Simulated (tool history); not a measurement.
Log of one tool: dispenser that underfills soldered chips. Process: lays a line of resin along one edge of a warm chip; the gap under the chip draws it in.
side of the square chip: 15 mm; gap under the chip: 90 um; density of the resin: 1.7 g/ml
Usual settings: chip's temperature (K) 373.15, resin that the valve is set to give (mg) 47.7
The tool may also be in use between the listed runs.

| run | day | chip's temperature (K) | resin that the valve is set to give (mg) | time until the resin shows at the far edge (s) | resin that the valve gave (mg) |
|---|---|---|---|---|---|
| 1 | 0.000 | 373.15 | 47.7 | 170.9 | 46.28 |
| 2 | 0.188 | 373.15 | 47.7 | 223.9 | 46.12 |
|  | 0.208 | new syringe of resin |
| 3 | 0.350 | 373.15 | 47.7 | 140.4 | 46.18 |
| 4 | 0.546 | 373.15 | 56.3 | 174.0 | 54.33 |
|  | 0.704 | dispensing valve cleaned and set on the balance |
| 5 | 0.750 | 384.15 | 56.3 | 165.6 | 56.51 |
|  | 0.775 | new syringe of resin |
| 6 | 0.938 | 384.15 | 56.3 | 108.5 | 56.05 |
| 7 | 1.096 | 385.15 | 56.3 | 130.4 | 56.06 |
|  | 1.304 | new syringe of resin |
| 8 | 1.312 | 385.15 | 56.3 | 84.5 | 55.85 |
| 9 | 1.479 | 373.15 | 47.7 | 144.8 | 47.27 |
| 10 | 1.642 | 373.15 | 47.7 | 176.4 | 47.34 |
| 11 | 1.742 | 373.15 | 47.7 | 199.9 | 47.12 |
|  | 1.833 | new syringe of resin |
| 12 | 1.883 | 373.15 | 47.7 | 124.2 | 47.25 |
| 13 | 2.062 | 373.15 | 47.7 | 156.8 | 47.17 |
| 14 | 2.246 | 378.15 | 47.7 | 176.2 | 46.84 |
|  | 2.358 | new syringe of resin |
| 15 | 2.379 | 378.15 | 44.4 | 106.4 | 43.72 |
| 16 | 2.488 | 378.15 | 44.4 | 122.9 | 43.74 |
| 17 | 2.600 | 378.15 | 44.4 | 142.0 | 43.67 |
| 18 | 2.746 | 371.15 | 47.7 | 202.7 | 46.79 |
|  | 2.879 | new syringe of resin |
| 19 | 2.908 | 382.15 | 47.7 | 97.0 | 46.65 |
| 20 | 3.042 | 382.15 | 47.7 | 112.6 | 46.70 |
| 21 | 3.188 | 369.15 | 52.5 | 187.8 | 51.40 |
| 22 | 3.338 | 379.15 | 41.6 | 186.2 | 40.47 |
|  | 3.404 | new syringe of resin |
| 23 | 3.554 | 364.15 | 40.8 | 188.8 | 39.81 |
| 24 | 3.704 | 364.15 | 40.8 | 231.3 | 39.57 |
| 25 | 3.867 | 383.15 | 55.9 | 160.2 | 54.23 |
|  | 3.929 | new syringe of resin |
| 26 | 4.025 | 359.15 | 50.6 | 192.4 | 48.86 |
| 27 | 4.171 | 367.15 | 50.6 | 190.8 | 48.92 |
| 28 | 4.267 | 361.15 | 45.9 | 257.0 | 44.38 |
| 29 | 4.354 | 375.15 | 48.1 | 197.6 | 46.31 |
|  | 4.454 | new syringe of resin |
| 30 | 4.583 | 384.15 | 45.9 | 106.3 | 44.35 |
| 31 | 4.696 | 362.15 | 44.7 | 217.6 | 42.89 |
|  | 4.829 | dispensing valve cleaned and set on the balance |
| 32 | 4.950 | 360.15 | 57.5 | 283.7 | 57.52 |
|  | 5.029 | new syringe of resin |
| 33 | 5.096 | 365.15 | 50.2 | 155.5 | 50.27 |
| 34 | 5.275 | 375.15 | 47.7 | 154.0 | 47.45 |
| 35 | 5.362 | 362.15 | 41.2 | 254.3 | 41.04 |
| 36 | 5.471 | 362.15 | 41.2 | 294.8 | 41.06 |

4 ways to go on from here, each from the tool as it stands after run 36. What would each give?
|  | 5.558 | new syringe of resin |
| A | 5.575 | 362.15 | 59.9 | ? | ? |
|  | 5.558 | new syringe of resin |
| B | 5.575 | 375.15 | 47.7 | ? | ? |
|  | 5.558 | new syringe of resin |
| C | 5.575 | 372.15 | 47.7 | ? | ? |
|  | 5.558 | new syringe of resin |
| D | 5.575 | 373.15 | 41.2 | ? | ? |

| run | time until the resin shows at the far edge (s) | resin that the valve gave (mg) |
|---|---|---|
| A | 154.8 | 59.47 |
| B | 114.1 | 47.55 |
| C | 123.9 | 47.45 |
| D | 127.2 | 40.96 |
Without the tool's hidden state the same runs would have given:
| run | time until the resin shows at the far edge (s) | resin that the valve gave (mg) |
|---|---|---|
| A | 146.4 | 59.79 |
| B | 108.1 | 47.80 |
| C | 117.3 | 47.70 |
| D | 120.3 | 41.18 |
